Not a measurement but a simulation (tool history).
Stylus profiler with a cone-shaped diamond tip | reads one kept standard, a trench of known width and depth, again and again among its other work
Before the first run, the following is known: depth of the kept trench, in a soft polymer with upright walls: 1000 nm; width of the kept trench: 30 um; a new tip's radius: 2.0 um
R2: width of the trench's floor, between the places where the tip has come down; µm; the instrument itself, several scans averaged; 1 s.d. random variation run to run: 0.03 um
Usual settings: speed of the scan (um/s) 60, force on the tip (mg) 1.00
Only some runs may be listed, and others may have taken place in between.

{"run": 1, "hour": 0.0, "speed of the scan (um/s)": 60, "force on the tip (mg)": 1.0, "depth of the trench (nm)": 1005.1, "R2": 25.36}
{"run": 2, "hour": 35.8, "speed of the scan (um/s)": 60, "force on the tip (mg)": 0.93, "depth of the trench (nm)": 1004.74, "R2": 25.39}
{"run": 3, "hour": 71.3, "speed of the scan (um/s)": 22, "force on the tip (mg)": 1.0, "depth of the trench (nm)": 1004.96, "R2": 25.55}
{"run": 4, "hour": 100.0, "speed of the scan (um/s)": 22, "force on the tip (mg)": 1.0, "depth of the trench (nm)": 1004.79, "R2": 25.56}
{"run": 5, "hour": 124.8, "speed of the scan (um/s)": 22, "force on the tip (mg)": 1.0, "depth of the trench (nm)": 1004.93, "R2": 25.53}
{"run": 6, "hour": 160.0, "speed of the scan (um/s)": 22, "force on the tip (mg)": 1.0, "depth of the trench (nm)": 1004.67, "R2": 25.49}
{"run": 7, "hour": 215.1, "speed of the scan (um/s)": 60, "force on the tip (mg)": 1.0, "depth of the trench (nm)": 1004.61, "R2": 25.23}
{"run": 8, "hour": 274.3, "speed of the scan (um/s)": 60, "force on the tip (mg)": 1.0, "depth of the trench (nm)": 1004.69, "R2": 25.25}

For run 9, what comes out?
{"run": 9, "hour": 330.4, "speed of the scan (um/s)": 92, "force on the tip (mg)": 1.05, "depth of the trench (nm)": "?", "R2": "?"}

{"run 9": {"depth of the trench (nm)": 1005.21, "R2": 25.03}}
Had the tool carried no hidden state, the very same run would have given depth of the trench (nm) 1006.10, R2 26.06 µm.
